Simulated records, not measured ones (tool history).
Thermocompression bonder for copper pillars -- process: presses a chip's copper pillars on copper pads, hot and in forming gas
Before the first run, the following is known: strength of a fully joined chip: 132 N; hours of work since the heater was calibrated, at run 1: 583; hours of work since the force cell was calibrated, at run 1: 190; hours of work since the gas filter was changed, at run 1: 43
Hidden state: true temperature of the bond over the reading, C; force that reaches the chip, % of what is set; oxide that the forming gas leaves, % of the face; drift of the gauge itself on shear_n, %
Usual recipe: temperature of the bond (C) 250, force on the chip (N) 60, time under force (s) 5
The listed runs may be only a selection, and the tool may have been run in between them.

| run | hour | temperature of the bond (C) | force on the chip (N) | time under force (s) | hours of work since the heater was calibrated | hours of work since the force cell was calibrated | hours of work since the gas filter was changed | force that shears a chip off (N) |
|---|---|---|---|---|---|---|---|---|
| 1 | 0.0 | 250 | 60 | 5 | 583 | 190 | 43 | 71.0 |
| 2 | 35.0 | 250 | 60 | 5 | 609 | 216 | 69 | 71.6 |
| 3 | 53.6 | 250 | 60 | 5 | 623 | 230 | 83 | 70.1 |
| 4 | 84.2 | 248 | 60 | 5 | 645 | 252 | 105 | 69.2 |
| 5 | 114.3 | 248 | 60 | 5 | 667 | 274 | 127 | 70.4 |
| 6 | 147.1 | 250 | 60 | 5 | 691 | 299 | 151 | 71.4 |
| 7 | 185.5 | 250 | 60 | 5 | 720 | 327 | 180 | 72.1 |
| 8 | 211.4 | 250 | 60 | 5 | 739 | 346 | 199 | 72.1 |
| 9 | 232.1 | 254 | 60 | 5 | 754 | 361 | 214 | 75.6 |
| 10 | 269.7 | 243 | 42 | 5 | 781 | 389 | 242 | 56.7 |
| 11 | 296.6 | 243 | 42 | 5 | 801 | 408 | 261 | 57.3 |
| 12 | 322.0 | 243 | 57 | 5 | 820 | 427 | 280 | 65.6 |
| 13 | 358.8 | 250 | 65 | 13 | 847 | 454 | 307 | 97.6 |
| 14 | 394.6 | 250 | 48 | 13 | 873 | 481 | 333 | 89.0 |
| 15 | 418.0 | 250 | 48 | 13 | 891 | 498 | 351 | 88.0 |

Below are 5 alternative next runs, each starting from the tool's condition after run 15. Predict each:
| A | 443.5 | 253 | 48 | 13 | 909 | 516 | 369 | ? |
| B | 443.5 | 250 | 40 | 6 | 909 | 516 | 369 | ? |
| C | 443.5 | 232 | 74 | 7 | 909 | 516 | 369 | ? |
| D | 443.5 | 250 | 48 | 10 | 909 | 516 | 369 | ? |
| E | 443.5 | 237 | 60 | 8 | 909 | 516 | 369 | ? |

| run | force that shears a chip off (N) |
|---|---|
| A | 91.4 |
| B | 65.4 |
| C | 71.4 |
| D | 84.0 |
| E | 72.9 |
Take away the tool's hidden state, keep each run's random variation, and the runs would have read:
| run | force that shears a chip off (N) |
|---|---|
| A | 82.8 |
| B | 56.9 |
| C | 61.9 |
| D | 74.9 |
| E | 63.5 |

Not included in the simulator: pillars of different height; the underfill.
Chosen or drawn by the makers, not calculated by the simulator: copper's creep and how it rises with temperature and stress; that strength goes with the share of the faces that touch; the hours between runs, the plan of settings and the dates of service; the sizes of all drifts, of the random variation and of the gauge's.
